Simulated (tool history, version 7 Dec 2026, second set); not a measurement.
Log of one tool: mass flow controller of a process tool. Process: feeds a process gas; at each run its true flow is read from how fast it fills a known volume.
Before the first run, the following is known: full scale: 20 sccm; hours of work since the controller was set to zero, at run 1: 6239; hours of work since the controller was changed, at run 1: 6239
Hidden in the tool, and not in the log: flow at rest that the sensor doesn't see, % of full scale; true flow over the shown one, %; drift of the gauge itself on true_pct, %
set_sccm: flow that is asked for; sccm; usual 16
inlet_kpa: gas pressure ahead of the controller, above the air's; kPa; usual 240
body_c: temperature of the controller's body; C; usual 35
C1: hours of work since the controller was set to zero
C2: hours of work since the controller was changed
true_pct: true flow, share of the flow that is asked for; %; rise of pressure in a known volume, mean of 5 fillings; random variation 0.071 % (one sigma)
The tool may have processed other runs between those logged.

{"run": 1, "hour": 0.0, "set_sccm": 16, "inlet_kpa": 240, "body_c": 35, "C1": 6239, "C2": 6239, "true_pct": 102.74}
{"run": 2, "hour": 288.3, "set_sccm": 16, "inlet_kpa": 240, "body_c": 35, "C1": 6416, "C2": 6416, "true_pct": 102.85}
{"run": 3, "hour": 710.7, "set_sccm": 16, "inlet_kpa": 240, "body_c": 35, "C1": 6675, "C2": 6675, "true_pct": 102.91}
{"run": 4, "hour": 1078.0, "set_sccm": 16, "inlet_kpa": 240, "body_c": 35, "C1": 6900, "C2": 6900, "true_pct": 103.0}
{"run": 5, "hour": 1326.2, "set_sccm": 16, "inlet_kpa": 240, "body_c": 35, "C1": 7052, "C2": 7052, "true_pct": 102.97}
{"run": 6, "hour": 1634.7, "set_sccm": 16, "inlet_kpa": 240, "body_c": 35, "C1": 7241, "C2": 7241, "true_pct": 103.12}
{"run": 7, "hour": 2110.6, "set_sccm": 16, "inlet_kpa": 240, "body_c": 35, "C1": 7533, "C2": 7533, "true_pct": 103.34}
{"hour": 2151.0, "done": "controller exchanged for a calibrated one"}
{"run": 8, "hour": 2484.5, "set_sccm": 16, "inlet_kpa": 240, "body_c": 35, "C1": 205, "C2": 205, "true_pct": 100.63}
{"run": 9, "hour": 2984.5, "set_sccm": 16, "inlet_kpa": 240, "body_c": 35, "C1": 511, "C2": 511, "true_pct": 100.77}
{"run": 10, "hour": 3209.2, "set_sccm": 16, "inlet_kpa": 240, "body_c": 35, "C1": 649, "C2": 649, "true_pct": 100.75}
{"run": 11, "hour": 3587.7, "set_sccm": 5, "inlet_kpa": 258, "body_c": 28, "C1": 881, "C2": 881, "true_pct": 99.35}
{"run": 12, "hour": 3894.5, "set_sccm": 17, "inlet_kpa": 142, "body_c": 29, "C1": 1069, "C2": 1069, "true_pct": 100.49}
{"run": 13, "hour": 4121.9, "set_sccm": 17, "inlet_kpa": 159, "body_c": 28, "C1": 1209, "C2": 1209, "true_pct": 100.43}
{"run": 14, "hour": 4551.3, "set_sccm": 6, "inlet_kpa": 159, "body_c": 28, "C1": 1472, "C2": 1472, "true_pct": 99.79}
{"run": 15, "hour": 4803.5, "set_sccm": 16, "inlet_kpa": 188, "body_c": 28, "C1": 1627, "C2": 1627, "true_pct": 100.47}
{"run": 16, "hour": 5058.7, "set_sccm": 3, "inlet_kpa": 187, "body_c": 35, "C1": 1783, "C2": 1783, "true_pct": 100.84}
{"run": 17, "hour": 5448.0, "set_sccm": 3, "inlet_kpa": 187, "body_c": 35, "C1": 2022, "C2": 2022, "true_pct": 100.95}
{"run": 18, "hour": 5882.9, "set_sccm": 19, "inlet_kpa": 182, "body_c": 21, "C1": 2289, "C2": 2289, "true_pct": 100.16}
{"run": 19, "hour": 6265.9, "set_sccm": 19, "inlet_kpa": 182, "body_c": 21, "C1": 2524, "C2": 2524, "true_pct": 100.08}

Run by run, hidden condition taken away, random variation retained:
run=1 true_pct=100.63
run=2 true_pct=100.69
run=3 true_pct=100.66
run=4 true_pct=100.68
run=5 true_pct=100.62
run=6 true_pct=100.70
run=7 true_pct=100.82
run=8 true_pct=100.61
run=9 true_pct=100.67
run=10 true_pct=100.61
run=11 true_pct=98.97
run=12 true_pct=100.22
run=13 true_pct=100.12
run=14 true_pct=99.18
run=15 true_pct=100.03
run=16 true_pct=99.68
run=17 true_pct=99.63
run=18 true_pct=99.54
run=19 true_pct=99.39

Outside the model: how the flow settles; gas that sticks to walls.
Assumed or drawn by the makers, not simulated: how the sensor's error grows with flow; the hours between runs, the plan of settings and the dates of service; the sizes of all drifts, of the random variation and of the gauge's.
